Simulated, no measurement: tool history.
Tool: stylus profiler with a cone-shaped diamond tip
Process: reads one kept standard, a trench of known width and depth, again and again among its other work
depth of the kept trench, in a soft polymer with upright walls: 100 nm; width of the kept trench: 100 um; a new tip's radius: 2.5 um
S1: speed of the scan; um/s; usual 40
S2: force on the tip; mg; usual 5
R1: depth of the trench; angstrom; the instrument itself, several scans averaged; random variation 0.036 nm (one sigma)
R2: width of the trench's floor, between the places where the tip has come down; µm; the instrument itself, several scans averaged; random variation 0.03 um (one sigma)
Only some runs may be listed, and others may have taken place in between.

run 1 hour=0 | S1=40 S2=5 | R1=1024.8 R2=98.12
run 2 hour=8.2 | S1=40 S2=5 | R1=1024.1 R2=98.17
run 3 hour=17.8 | S1=10 S2=5 | R1=1024.9 R2=98.28
run 4 hour=31.1 | S1=10 S2=5 | R1=1024.8 R2=98.25
run 5 hour=43.5 | S1=10 S2=5 | R1=1024.9 R2=98.21
run 6 hour=51.9 | S1=10 S2=5 | R1=1024 R2=98.26
run 7 hour=66.3 | S1=11 S2=5 | R1=1025.2 R2=98.18
run 8 hour=75.4 | S1=11 S2=5 | R1=1023.9 R2=98.18
run 9 hour=87 | S1=12 S2=10.29 | R1=1039.4 R2=98.21
run 10 hour=97.5 | S1=31 S2=1.75 | R1=1013 R2=98.06
run 11 hour=111.6 | S1=87 S2=7.76 | R1=1033.4 R2=97.97
run 12 hour=123.3 | S1=16 S2=4.85 | R1=1024.4 R2=98.16
run 13 hour=137 | S1=16 S2=4.85 | R1=1024.9 R2=98.2
run 14 hour=143.5 | S1=16 S2=4.85 | R1=1023.9 R2=98.18
run 15 hour=153.8 | S1=18 S2=4.85 | R1=1024.2 R2=98.17

For each run, the measured value with the value that run would have given without the tool's hidden condition subtracted. The run-to-run variation is shared by both, the gauge scatter possibly not:
Unlogged tool condition in this case: radius of the tip, um; height scale over the true one, %; drift of the gauge itself on depth_nm, %; drift of the gauge itself on floor_um, %.
run=1 R1=+0.7 R2=-0.27
run=2 R1=+0.7 R2=-0.28
run=3 R1=+0.7 R2=-0.29
run=4 R1=+0.7 R2=-0.3
run=5 R1=+0.8 R2=-0.3
run=6 R1=+0.8 R2=-0.31
run=7 R1=+0.8 R2=-0.32
run=8 R1=+0.8 R2=-0.32
run=9 R1=+0.9 R2=-0.33
run=10 R1=+0.9 R2=-0.33
run=11 R1=+0.8 R2=-0.34
run=12 R1=+0.9 R2=-0.35
run=13 R1=+0.9 R2=-0.35
run=14 R1=+1 R2=-0.35
run=15 R1=+0.9 R2=-0.36
